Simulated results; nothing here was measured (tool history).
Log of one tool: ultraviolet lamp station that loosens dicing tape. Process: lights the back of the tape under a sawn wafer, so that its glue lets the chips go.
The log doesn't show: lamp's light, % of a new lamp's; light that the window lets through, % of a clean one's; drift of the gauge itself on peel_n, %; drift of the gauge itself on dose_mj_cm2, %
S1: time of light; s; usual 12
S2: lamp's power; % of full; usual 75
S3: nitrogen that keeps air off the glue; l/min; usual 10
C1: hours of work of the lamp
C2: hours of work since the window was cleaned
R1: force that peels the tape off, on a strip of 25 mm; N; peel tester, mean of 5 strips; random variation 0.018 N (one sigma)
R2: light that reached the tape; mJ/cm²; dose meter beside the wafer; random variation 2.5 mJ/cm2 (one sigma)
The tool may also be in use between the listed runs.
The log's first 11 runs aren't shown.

run	day	S1	S2	S3	C1	C2	R1	R2
12	28.308	12	61	18	1237	189	1.689	159
# day 30.046: window cleaned of glue's vapour
13	31.912	12	61	18	1289	27	1.543	173
14	34.983	7	75	10	1333	71	2.595	122
15	36.629	12	75	10	1356	94	1.485	201
16	39.6	22	75	10	1399	137	0.67	351
17	43.129	23	85	20	1449	187	0.382	397
18	44.788	23	85	20	1473	211	0.392	390
# day 45.083: window cleaned of glue's vapour
19	47.033	23	97	6	1505	28	0.464	503
20	49.229	15	75	10	1536	59	1.218	244
# day 52.671: lamp changed
21	52.671	15	75	10	0	108	0.704	344
22	55.879	7	75	3	46	154	3.058	155
23	58.508	10	75	5	84	191	1.963	210
# day 60.021: window cleaned of glue's vapour
24	60.875	12	77	10	117	12	0.87	296
25	63.1	12	77	10	149	44	0.948	291
26	66.283	20	99	10	194	90	0.269	587
27	69.788	18	75	12	245	140	0.498	383
28	73.2	14	78	17	293	189	0.669	297

The next listed run, before its measurement:
# day 75.05: window cleaned of glue's vapour
29	75.121	14	78	17	321	1	?	?

Run 29 gave R1 0.522 N, R2 336 mJ/cm².
Without the tool's hidden state the same run would have given R1 0.459 N, R2 361 mJ/cm².

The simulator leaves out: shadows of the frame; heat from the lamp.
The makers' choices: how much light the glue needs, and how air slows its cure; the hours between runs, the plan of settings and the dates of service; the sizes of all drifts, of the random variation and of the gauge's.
